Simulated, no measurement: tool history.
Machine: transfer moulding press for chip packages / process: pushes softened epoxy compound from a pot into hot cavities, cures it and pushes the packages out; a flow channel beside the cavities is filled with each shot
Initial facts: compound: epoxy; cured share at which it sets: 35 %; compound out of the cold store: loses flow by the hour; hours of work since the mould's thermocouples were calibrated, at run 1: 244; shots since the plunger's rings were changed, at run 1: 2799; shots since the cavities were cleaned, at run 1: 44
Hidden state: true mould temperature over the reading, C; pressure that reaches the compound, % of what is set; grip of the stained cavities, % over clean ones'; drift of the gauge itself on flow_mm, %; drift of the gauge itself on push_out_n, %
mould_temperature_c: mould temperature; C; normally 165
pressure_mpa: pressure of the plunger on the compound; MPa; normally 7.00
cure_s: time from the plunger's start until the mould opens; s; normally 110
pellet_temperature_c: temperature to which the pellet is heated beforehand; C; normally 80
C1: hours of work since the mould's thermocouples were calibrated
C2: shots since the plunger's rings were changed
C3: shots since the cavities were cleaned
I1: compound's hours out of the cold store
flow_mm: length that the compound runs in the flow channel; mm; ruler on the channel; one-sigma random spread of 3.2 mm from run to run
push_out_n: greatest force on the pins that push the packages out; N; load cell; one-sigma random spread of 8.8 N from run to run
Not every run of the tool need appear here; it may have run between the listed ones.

{"run": 1, "hour": 0.0, "mould_temperature_c": 165, "pressure_mpa": 7.0, "cure_s": 110, "pellet_temperature_c": 80, "C1": 244, "C2": 2799, "C3": 44, "I1": 44.3, "flow_mm": 798, "push_out_n": 387}
{"run": 2, "hour": 79.5, "mould_temperature_c": 165, "pressure_mpa": 7.0, "cure_s": 110, "pellet_temperature_c": 80, "C1": 276, "C2": 3313, "C3": 558, "I1": 32.5, "flow_mm": 859, "push_out_n": 422}
{"run": 3, "hour": 138.6, "mould_temperature_c": 162, "pressure_mpa": 7.0, "cure_s": 110, "pellet_temperature_c": 80, "C1": 300, "C2": 3695, "C3": 940, "I1": 18.8, "flow_mm": 951, "push_out_n": 545}
{"hour": 169.0, "done": "cavities cleaned with cleaning compound and waxed"}
{"run": 4, "hour": 180.7, "mould_temperature_c": 162, "pressure_mpa": 7.0, "cure_s": 110, "pellet_temperature_c": 80, "C1": 316, "C2": 3957, "C3": 76, "I1": 16.2, "flow_mm": 966, "push_out_n": 497}
{"hour": 226.6, "done": "plunger's sealing rings changed"}
{"run": 5, "hour": 254.3, "mould_temperature_c": 165, "pressure_mpa": 8.77, "cure_s": 110, "pellet_temperature_c": 80, "C1": 345, "C2": 180, "C3": 536, "I1": 15.6, "flow_mm": 1059, "push_out_n": 426}
{"run": 6, "hour": 313.2, "mould_temperature_c": 165, "pressure_mpa": 8.77, "cure_s": 110, "pellet_temperature_c": 80, "C1": 369, "C2": 560, "C3": 916, "I1": 43.1, "flow_mm": 902, "push_out_n": 405}
{"hour": 343.7, "done": "cavities cleaned with cleaning compound and waxed"}
{"run": 7, "hour": 365.4, "mould_temperature_c": 165, "pressure_mpa": 8.77, "cure_s": 110, "pellet_temperature_c": 80, "C1": 389, "C2": 887, "C3": 139, "I1": 28.6, "flow_mm": 973, "push_out_n": 389}
{"run": 8, "hour": 409.9, "mould_temperature_c": 165, "pressure_mpa": 8.77, "cure_s": 110, "pellet_temperature_c": 80, "C1": 407, "C2": 1175, "C3": 427, "I1": 22.9, "flow_mm": 1012, "push_out_n": 418}
{"run": 9, "hour": 484.3, "mould_temperature_c": 165, "pressure_mpa": 6.34, "cure_s": 110, "pellet_temperature_c": 80, "C1": 437, "C2": 1656, "C3": 908, "I1": 23.7, "flow_mm": 856, "push_out_n": 437}
{"hour": 517.8, "done": "cavities cleaned with cleaning compound and waxed"}
{"run": 10, "hour": 550.3, "mould_temperature_c": 165, "pressure_mpa": 6.34, "cure_s": 147, "pellet_temperature_c": 80, "C1": 463, "C2": 2072, "C3": 210, "I1": 15.1, "flow_mm": 902, "push_out_n": 336}
{"run": 11, "hour": 601.4, "mould_temperature_c": 165, "pressure_mpa": 7.0, "cure_s": 110, "pellet_temperature_c": 80, "C1": 484, "C2": 2402, "C3": 540, "I1": 47.4, "flow_mm": 786, "push_out_n": 396}
{"hour": 650.8, "done": "mould's thermocouples calibrated"}
{"run": 12, "hour": 660.8, "mould_temperature_c": 165, "pressure_mpa": 7.0, "cure_s": 110, "pellet_temperature_c": 80, "C1": 4, "C2": 2773, "C3": 911, "I1": 26.7, "flow_mm": 885, "push_out_n": 428}
{"hour": 692.2, "done": "cavities cleaned with cleaning compound and waxed"}
{"run": 13, "hour": 723.8, "mould_temperature_c": 165, "pressure_mpa": 7.0, "cure_s": 114, "pellet_temperature_c": 80, "C1": 29, "C2": 3171, "C3": 205, "I1": 27.8, "flow_mm": 878, "push_out_n": 397}
{"run": 14, "hour": 768.0, "mould_temperature_c": 162, "pressure_mpa": 7.0, "cure_s": 110, "pellet_temperature_c": 80, "C1": 47, "C2": 3457, "C3": 491, "I1": 43.7, "flow_mm": 817, "push_out_n": 466}
{"run": 15, "hour": 827.3, "mould_temperature_c": 165, "pressure_mpa": 7.85, "cure_s": 110, "pellet_temperature_c": 80, "C1": 71, "C2": 3840, "C3": 874, "I1": 39.1, "flow_mm": 870, "push_out_n": 423}
{"hour": 865.3, "done": "cavities cleaned with cleaning compound and waxed"}
{"hour": 895.1, "done": "plunger's sealing rings changed"}
{"run": 16, "hour": 899.9, "mould_temperature_c": 165, "pressure_mpa": 7.85, "cure_s": 110, "pellet_temperature_c": 80, "C1": 98, "C2": 31, "C3": 208, "I1": 38.2, "flow_mm": 884, "push_out_n": 395}
{"run": 17, "hour": 937.7, "mould_temperature_c": 166, "pressure_mpa": 7.94, "cure_s": 132, "pellet_temperature_c": 72, "C1": 114, "C2": 275, "C3": 452, "I1": 32.4, "flow_mm": 906, "push_out_n": 341}
{"run": 18, "hour": 990.1, "mould_temperature_c": 167, "pressure_mpa": 6.96, "cure_s": 132, "pellet_temperature_c": 72, "C1": 135, "C2": 614, "C3": 791, "I1": 47.5, "flow_mm": 775, "push_out_n": 336}
{"hour": 1041.2, "done": "cavities cleaned with cleaning compound and waxed"}
{"run": 19, "hour": 1075.2, "mould_temperature_c": 165, "pressure_mpa": 7.39, "cure_s": 110, "pellet_temperature_c": 80, "C1": 168, "C2": 1154, "C3": 220, "I1": 38.0, "flow_mm": 849, "push_out_n": 420}
{"run": 20, "hour": 1109.9, "mould_temperature_c": 165, "pressure_mpa": 7.39, "cure_s": 110, "pellet_temperature_c": 80, "C1": 183, "C2": 1378, "C3": 444, "I1": 20.1, "flow_mm": 952, "push_out_n": 428}
{"run": 21, "hour": 1160.1, "mould_temperature_c": 168, "pressure_mpa": 7.39, "cure_s": 150, "pellet_temperature_c": 80, "C1": 203, "C2": 1702, "C3": 768, "I1": 9.6, "flow_mm": 985, "push_out_n": 332}
{"run": 22, "hour": 1193.9, "mould_temperature_c": 168, "pressure_mpa": 7.39, "cure_s": 150, "pellet_temperature_c": 80, "C1": 216, "C2": 1921, "C3": 987, "I1": 25.2, "flow_mm": 903, "push_out_n": 342}
{"hour": 1215.8, "done": "cavities cleaned with cleaning compound and waxed"}
{"run": 23, "hour": 1261.1, "mould_temperature_c": 168, "pressure_mpa": 7.39, "cure_s": 91, "pellet_temperature_c": 80, "C1": 243, "C2": 2345, "C3": 293, "I1": 41.3, "flow_mm": 826, "push_out_n": 450}
{"run": 24, "hour": 1295.9, "mould_temperature_c": 165, "pressure_mpa": 7.0, "cure_s": 94, "pellet_temperature_c": 85, "C1": 257, "C2": 2570, "C3": 518, "I1": 23.5, "flow_mm": 905, "push_out_n": 552}
{"run": 25, "hour": 1331.0, "mould_temperature_c": 160, "pressure_mpa": 5.88, "cure_s": 110, "pellet_temperature_c": 80, "C1": 271, "C2": 2797, "C3": 745, "I1": 15.2, "flow_mm": 908, "push_out_n": 622}
{"hour": 1389.7, "done": "cavities cleaned with cleaning compound and waxed"}
{"run": 26, "hour": 1404.7, "mould_temperature_c": 160, "pressure_mpa": 5.88, "cure_s": 110, "pellet_temperature_c": 80, "C1": 300, "C2": 3263, "C3": 96, "I1": 8.7, "flow_mm": 934, "push_out_n": 639}
{"run": 27, "hour": 1456.4, "mould_temperature_c": 158, "pressure_mpa": 6.64, "cure_s": 110, "pellet_temperature_c": 79, "C1": 321, "C2": 3597, "C3": 430, "I1": 23.8, "flow_mm": 918, "push_out_n": 697}
{"run": 28, "hour": 1495.7, "mould_temperature_c": 158, "pressure_mpa": 6.96, "cure_s": 139, "pellet_temperature_c": 79, "C1": 337, "C2": 3851, "C3": 684, "I1": 11.0, "flow_mm": 1015, "push_out_n": 469}

4 options for the next run, each taken on its own from the tool as it stands now. Forecast them:
{"hour": 1559.2, "done": "plunger's sealing rings changed"}
{"hour": 1566.8, "done": "cavities cleaned with cleaning compound and waxed"}
{"run": "A", "hour": 1566.8, "mould_temperature_c": 165, "pressure_mpa": 8.09, "cure_s": 110, "pellet_temperature_c": 80, "C1": 364, "C2": 40, "C3": 0, "I1": 27.7, "flow_mm": "?", "push_out_n": "?"}
{"hour": 1559.2, "done": "plunger's sealing rings changed"}
{"hour": 1566.8, "done": "cavities cleaned with cleaning compound and waxed"}
{"run": "B", "hour": 1566.8, "mould_temperature_c": 169, "pressure_mpa": 6.96, "cure_s": 139, "pellet_temperature_c": 87, "C1": 364, "C2": 40, "C3": 0, "I1": 45.6, "flow_mm": "?", "push_out_n": "?"}
{"hour": 1559.2, "done": "plunger's sealing rings changed"}
{"hour": 1566.8, "done": "cavities cleaned with cleaning compound and waxed"}
{"run": "C", "hour": 1566.8, "mould_temperature_c": 167, "pressure_mpa": 5.84, "cure_s": 139, "pellet_temperature_c": 79, "C1": 364, "C2": 40, "C3": 0, "I1": 43.8, "flow_mm": "?", "push_out_n": "?"}
{"hour": 1559.2, "done": "plunger's sealing rings changed"}
{"hour": 1566.8, "done": "cavities cleaned with cleaning compound and waxed"}
{"run": "D", "hour": 1566.8, "mould_temperature_c": 160, "pressure_mpa": 6.96, "cure_s": 139, "pellet_temperature_c": 79, "C1": 364, "C2": 40, "C3": 0, "I1": 15.1, "flow_mm": "?", "push_out_n": "?"}

run=A flow_mm=950 push_out_n=412
run=B flow_mm=774 push_out_n=327
run=C flow_mm=723 push_out_n=334
run=D flow_mm=977 push_out_n=404
With the hidden condition removed and each run's random variation left untouched, the same runs would have given:
run=A flow_mm=950 push_out_n=411
run=B flow_mm=774 push_out_n=327
run=C flow_mm=723 push_out_n=334
run=D flow_mm=977 push_out_n=403
